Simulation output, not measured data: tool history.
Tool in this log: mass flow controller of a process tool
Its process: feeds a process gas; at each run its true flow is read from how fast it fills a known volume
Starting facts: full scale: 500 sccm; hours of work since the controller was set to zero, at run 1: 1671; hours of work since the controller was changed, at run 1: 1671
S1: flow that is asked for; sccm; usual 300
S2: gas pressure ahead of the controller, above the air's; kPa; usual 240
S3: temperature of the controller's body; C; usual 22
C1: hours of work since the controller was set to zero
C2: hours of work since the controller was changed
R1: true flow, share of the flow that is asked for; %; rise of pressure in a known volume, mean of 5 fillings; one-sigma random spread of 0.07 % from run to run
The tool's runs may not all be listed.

run	hour	S1	S2	S3	C1	C2	R1
1	0.0	300	240	22	1671	1671	97.92
2	382.5	300	240	22	1974	1974	97.59
3	799.4	300	240	22	2304	2304	97.33
4	1237.1	300	155	22	2650	2650	96.93
5	1598.9	300	155	22	2937	2937	96.94
6	1817.3	300	240	22	3110	3110	96.72
7	2160.2	300	240	22	3381	3381	96.56
8	2356.0	300	240	22	3536	3536	96.49
9	2581.5	300	240	22	3714	3714	96.47
10	3016.9	300	240	24	4059	4059	96.10
11	3408.8	300	240	23	4369	4369	95.78
12	3614.3	300	240	23	4532	4532	95.88
13	3895.2	52	187	23	4754	4754	88.94
14	4086.2	52	187	23	4906	4906	88.56
15	4507.8	52	187	23	5239	5239	88.01
16	4816.6	52	164	28	5484	5484	87.42
17	5061.3	356	240	22	5678	5678	95.70
18	5464.3	300	177	22	5996	5996	94.82
19	5701.5	94	171	23	6184	6184	90.39
20	5942.9	94	171	23	6375	6375	90.17
21	6382.4	94	171	23	6723	6723	89.72
22	6626.0	94	171	23	6916	6916	89.45

Run 23 comes next. What will it give?
23	6991.1	94	271	23	7205	7205	?

R1: 89.25 %
The same run, on a tool lacking any hidden state, would have yielded R1 97.86 %.
